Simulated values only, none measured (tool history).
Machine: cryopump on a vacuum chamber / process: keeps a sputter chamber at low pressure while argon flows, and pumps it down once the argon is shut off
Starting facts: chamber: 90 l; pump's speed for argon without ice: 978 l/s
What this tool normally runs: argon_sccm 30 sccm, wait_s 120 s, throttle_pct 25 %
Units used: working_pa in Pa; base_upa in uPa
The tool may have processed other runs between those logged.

run 1 hour=0.0 | argon_sccm=30 wait_s=120 throttle_pct=25 | working_pa=0.2145 base_upa=2.46
run 2 hour=24.5 | argon_sccm=37 wait_s=120 throttle_pct=25 | working_pa=0.2653 base_upa=2.55
run 3 hour=48.9 | argon_sccm=37 wait_s=120 throttle_pct=25 | working_pa=0.2667 base_upa=2.60
run 4 hour=65.8 | argon_sccm=37 wait_s=120 throttle_pct=25 | working_pa=0.2683 base_upa=2.69
run 5 hour=90.8 | argon_sccm=37 wait_s=120 throttle_pct=25 | working_pa=0.2671 base_upa=2.73
run 6 hour=115.4 | argon_sccm=37 wait_s=120 throttle_pct=25 | working_pa=0.2711 base_upa=2.86
run 7 hour=136.2 | argon_sccm=37 wait_s=120 throttle_pct=25 | working_pa=0.2715 base_upa=2.89
run 8 hour=150.7 | argon_sccm=30 wait_s=34 throttle_pct=25 | working_pa=0.2218 base_upa=3.65
run 9 hour=167.4 | argon_sccm=30 wait_s=83 throttle_pct=25 | working_pa=0.2197 base_upa=3.28
run 10 hour=192.7 | argon_sccm=30 wait_s=23 throttle_pct=25 | working_pa=0.2235 base_upa=4.41
run 11 hour=209.7 | argon_sccm=30 wait_s=120 throttle_pct=25 | working_pa=0.2242 base_upa=3.18
run 12 hour=228.2 | argon_sccm=30 wait_s=120 throttle_pct=25 | working_pa=0.2230 base_upa=3.27
run 13 hour=246.3 | argon_sccm=30 wait_s=120 throttle_pct=25 | working_pa=0.2254 base_upa=3.34
run 14 hour=265.8 | argon_sccm=30 wait_s=120 throttle_pct=25 | working_pa=0.2275 base_upa=3.46
run 15 hour=290.9 | argon_sccm=30 wait_s=120 throttle_pct=25 | working_pa=0.2272 base_upa=3.64
run 16 hour=314.5 | argon_sccm=30 wait_s=120 throttle_pct=25 | working_pa=0.2280 base_upa=3.61
run 17 hour=326.5 | argon_sccm=30 wait_s=23 throttle_pct=25 | working_pa=0.2290 base_upa=4.94
run 18 hour=340.1 | argon_sccm=50 wait_s=120 throttle_pct=25 | working_pa=0.3835 base_upa=3.81
run 19 hour=352.6 | argon_sccm=27 wait_s=206 throttle_pct=25 | working_pa=0.2083 base_upa=3.72
run 20 hour=376.4 | argon_sccm=30 wait_s=38 throttle_pct=45 | working_pa=0.1387 base_upa=4.55
-- hour=392.1 pump warmed up, emptied and cooled again
run 21 hour=405.3 | argon_sccm=30 wait_s=120 throttle_pct=16 | working_pa=0.3229 base_upa=2.92
run 22 hour=416.9 | argon_sccm=30 wait_s=260 throttle_pct=54 | working_pa=0.0962 base_upa=2.79
run 23 hour=427.4 | argon_sccm=30 wait_s=260 throttle_pct=54 | working_pa=0.0967 base_upa=2.85
run 24 hour=446.4 | argon_sccm=21 wait_s=120 throttle_pct=45 | working_pa=0.0818 base_upa=3.04
run 25 hour=458.4 | argon_sccm=21 wait_s=120 throttle_pct=45 | working_pa=0.0832 base_upa=3.06
run 26 hour=481.3 | argon_sccm=17 wait_s=25 throttle_pct=28 | working_pa=0.1069 base_upa=4.25
run 27 hour=497.8 | argon_sccm=19 wait_s=120 throttle_pct=25 | working_pa=0.1338 base_upa=3.20
run 28 hour=521.8 | argon_sccm=19 wait_s=120 throttle_pct=25 | working_pa=0.1339 base_upa=3.29
run 29 hour=547.2 | argon_sccm=30 wait_s=24 throttle_pct=50 | working_pa=0.1098 base_upa=4.48
run 30 hour=565.8 | argon_sccm=30 wait_s=24 throttle_pct=50 | working_pa=0.1100 base_upa=4.67
run 31 hour=585.1 | argon_sccm=24 wait_s=39 throttle_pct=15 | working_pa=0.2813 base_upa=4.13
run 32 hour=600.3 | argon_sccm=20 wait_s=120 throttle_pct=32 | working_pa=0.1126 base_upa=3.63
run 33 hour=616.9 | argon_sccm=32 wait_s=30 throttle_pct=25 | working_pa=0.2293 base_upa=4.52
run 34 hour=629.1 | argon_sccm=15 wait_s=141 throttle_pct=26 | working_pa=0.1032 base_upa=3.67
run 35 hour=639.8 | argon_sccm=15 wait_s=141 throttle_pct=15 | working_pa=0.1778 base_upa=3.64

Predict each of these 3 candidate next runs independently; none follows another, all start after run 35:
run A hour=651.8 | argon_sccm=30 wait_s=120 throttle_pct=36 | working_pa=? base_upa=?
run B hour=651.8 | argon_sccm=38 wait_s=141 throttle_pct=45 | working_pa=? base_upa=?
run C hour=651.8 | argon_sccm=34 wait_s=100 throttle_pct=25 | working_pa=? base_upa=?

run=A working_pa=0.1535 base_upa=3.79
run=B working_pa=0.1579 base_upa=3.75
run=C working_pa=0.2437 base_upa=3.76
With no hidden state in the tool, these same runs would have given:
run=A working_pa=0.1446 base_upa=0.57
run=B working_pa=0.1465 base_upa=0.53
run=C working_pa=0.2337 base_upa=0.63
